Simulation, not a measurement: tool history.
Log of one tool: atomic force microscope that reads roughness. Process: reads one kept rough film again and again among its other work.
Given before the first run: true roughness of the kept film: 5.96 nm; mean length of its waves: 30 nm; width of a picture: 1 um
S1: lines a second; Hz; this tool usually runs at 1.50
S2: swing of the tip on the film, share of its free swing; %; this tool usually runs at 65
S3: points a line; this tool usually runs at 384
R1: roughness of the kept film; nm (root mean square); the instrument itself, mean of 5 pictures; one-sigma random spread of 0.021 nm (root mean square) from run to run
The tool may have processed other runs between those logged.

Run 1, hour 0.0: usual settings. Result: R1 4.049 nm (root mean square).
Run 2, hour 10.9: usual settings. Result: R1 3.988 nm (root mean square).
Run 3, hour 17.7: usual settings. Result: R1 3.984 nm (root mean square).
Run 4, hour 24.9: usual settings but S2 76 %. Result: R1 3.844 nm (root mean square).
Run 5, hour 34.3: usual settings but S2 64 %. Result: R1 3.913 nm (root mean square).
Run 6, hour 43.9: usual settings but S2 64 %. Result: R1 3.929 nm (root mean square).
Run 7, hour 51.2: usual settings but S2 64 %. Result: R1 3.851 nm (root mean square).
At hour 59.1: new tip fitted.
Run 8, hour 59.6: usual settings but S2 64 %. Result: R1 4.986 nm (root mean square).
Run 9, hour 68.2: usual settings but S2 84 %. Result: R1 4.713 nm (root mean square).
Run 10, hour 77.8: usual settings but S2 84 %. Result: R1 4.684 nm (root mean square).
Run 11, hour 83.9: usual settings but S3 759. Result: R1 4.938 nm (root mean square).
Run 12, hour 89.6: usual settings but S3 759. Result: R1 4.853 nm (root mean square).
Run 13, hour 99.6: usual settings but S3 759. Result: R1 4.814 nm (root mean square).
Run 14, hour 106.1: usual settings but S3 759. Result: R1 4.812 nm (root mean square).
Run 15, hour 115.5: usual settings but S3 759. Result: R1 4.733 nm (root mean square).
Run 16, hour 126.2: usual settings. Result: R1 4.704 nm (root mean square).
Run 17, hour 134.5: usual settings but S3 258. Result: R1 4.573 nm (root mean square).
Run 18, hour 140.6: usual settings but S2 61 %. Result: R1 4.623 nm (root mean square).
Run 19, hour 145.9: usual settings but S2 58 %. Result: R1 4.610 nm (root mean square).
Run 20, hour 156.1: usual settings. Result: R1 4.504 nm (root mean square).
Run 21, hour 164.7: usual settings but S2 81 %. Result: R1 4.257 nm (root mean square).
Run 22, hour 172.5: usual settings but S2 81 %. Result: R1 4.245 nm (root mean square).
Run 23, hour 183.5: usual settings but S3 393. Result: R1 4.416 nm (root mean square).
Run 24, hour 188.9: usual settings but S3 393. Result: R1 4.385 nm (root mean square).
Run 25, hour 196.3: usual settings but S3 393. Result: R1 4.363 nm (root mean square).
Run 26, hour 205.4: usual settings but S1 0.72 Hz. Result: R1 4.414 nm (root mean square).
Run 27, hour 214.3: usual settings but S1 0.72 Hz. Result: R1 4.352 nm (root mean square).
Run 28, hour 219.7: usual settings but S1 0.72 Hz, S3 694. Result: R1 4.334 nm (root mean square).
Run 29, hour 227.0: usual settings but S1 0.72 Hz, S3 694. Result: R1 4.292 nm (root mean square).
Run 30, hour 234.7: usual settings but S1 0.72 Hz, S2 78 %, S3 694. Result: R1 4.222 nm (root mean square).
Run 31, hour 245.1: usual settings but S1 1.79 Hz, S2 89 %, S3 281. Result: R1 3.736 nm (root mean square).
Run 32, hour 256.0: usual settings but S1 2.73 Hz, S2 73 %, S3 936. Result: R1 3.891 nm (root mean square).
Run 33, hour 264.4: usual settings but S1 2.73 Hz, S2 73 %, S3 936. Result: R1 3.862 nm (root mean square).
Run 34, hour 270.1: usual settings but S1 1.08 Hz, S2 78 %, S3 708. Result: R1 3.986 nm (root mean square).
Run 35, hour 277.8: usual settings but S1 1.28 Hz, S2 67 %. Result: R1 4.034 nm (root mean square).
Run 36, hour 288.9: usual settings but S1 1.26 Hz, S2 70 %, S3 863. Result: R1 4.003 nm (root mean square).
Run 37, hour 296.3: usual settings but S1 1.26 Hz, S2 74 %, S3 451. Result: R1 3.924 nm (root mean square).
Run 38, hour 302.9: usual settings but S2 64 %. Result: R1 3.939 nm (root mean square).
Run 39, hour 314.0: usual settings but S2 64 %. Result: R1 3.908 nm (root mean square).
Run 40, hour 321.1: usual settings but S2 64 %. Result: R1 3.856 nm (root mean square).
At hour 332.6: new tip fitted.
Run 41, hour 332.6: usual settings but S1 1.37 Hz, S2 80 %, S3 527. Result: R1 4.892 nm (root mean square).
Run 42, hour 337.7: usual settings but S1 0.66 Hz, S2 78 %, S3 665. Result: R1 5.070 nm (root mean square).
Run 43, hour 348.2: usual settings but S1 0.66 Hz, S2 78 %, S3 665. Result: R1 4.955 nm (root mean square).
Run 44, hour 354.9: usual settings but S1 0.66 Hz, S2 78 %, S3 665. Result: R1 4.938 nm (root mean square).
Run 45, hour 360.4: usual settings but S1 0.66 Hz, S2 78 %, S3 665. Result: R1 4.908 nm (root mean square).
Run 46, hour 369.9: usual settings but S1 0.66 Hz, S2 78 %, S3 665. Result: R1 4.871 nm (root mean square).
Run 47, hour 375.8: usual settings but S1 0.66 Hz, S2 78 %, S3 665. Result: R1 4.850 nm (root mean square).
Run 48, hour 387.5: usual settings but S1 0.66 Hz, S2 78 %, S3 665. Result: R1 4.774 nm (root mean square).
Run 49, hour 396.1: usual settings but S1 1.76 Hz, S2 62 %, S3 932. Result: R1 4.733 nm (root mean square).
Run 50, hour 403.7: usual settings but S1 1.76 Hz, S2 62 %, S3 932. Result: R1 4.696 nm (root mean square).
Run 51, hour 415.2: usual settings but S1 1.76 Hz, S2 62 %, S3 932. Result: R1 4.634 nm (root mean square).
Run 52, hour 420.9: usual settings but S1 2.96 Hz, S2 70 %, S3 857. Result: R1 4.385 nm (root mean square).
Run 53, hour 425.8: usual settings but S1 2.96 Hz, S2 70 %, S3 857. Result: R1 4.372 nm (root mean square).
Run 54, hour 430.6: usual settings but S1 2.57 Hz, S2 86 %, S3 683. Result: R1 4.026 nm (root mean square).

Measured less the same run without the tool's hidden state. The same run-to-run variation is in both; the gauge's scatter may not be:
What the log doesn't record here: radius of the tip, nm; height scale over the true one, %; drift of the gauge itself on roughness_nm, %.
run      R1
  1  -1.035
  2  -1.064
  3  -1.096
  4  -1.091
  5  -1.152
  6  -1.200
  7  -1.203
  8  -0.036
  9  -0.086
 10  -0.133
 11  -0.182
 12  -0.209
 13  -0.262
 14  -0.304
 15  -0.351
 16  -0.404
 17  -0.433
 18  -0.472
 19  -0.503
 20  -0.547
 21  -0.558
 22  -0.592
 23  -0.671
 24  -0.693
 25  -0.729
 26  -0.784
 27  -0.811
 28  -0.838
 29  -0.871
 30  -0.896
 31  -0.840
 32  -0.930
 33  -0.960
 34  -1.015
 35  -1.061
 36  -1.100
 37  -1.113
 38  -1.151
 39  -1.191
 40  -1.206
 41  -0.032
 42  -0.057
 43  -0.117
 44  -0.153
 45  -0.189
 46  -0.238
 47  -0.271
 48  -0.332
 49  -0.369
 50  -0.408
 51  -0.460
 52  -0.469
 53  -0.487
 54  -0.474

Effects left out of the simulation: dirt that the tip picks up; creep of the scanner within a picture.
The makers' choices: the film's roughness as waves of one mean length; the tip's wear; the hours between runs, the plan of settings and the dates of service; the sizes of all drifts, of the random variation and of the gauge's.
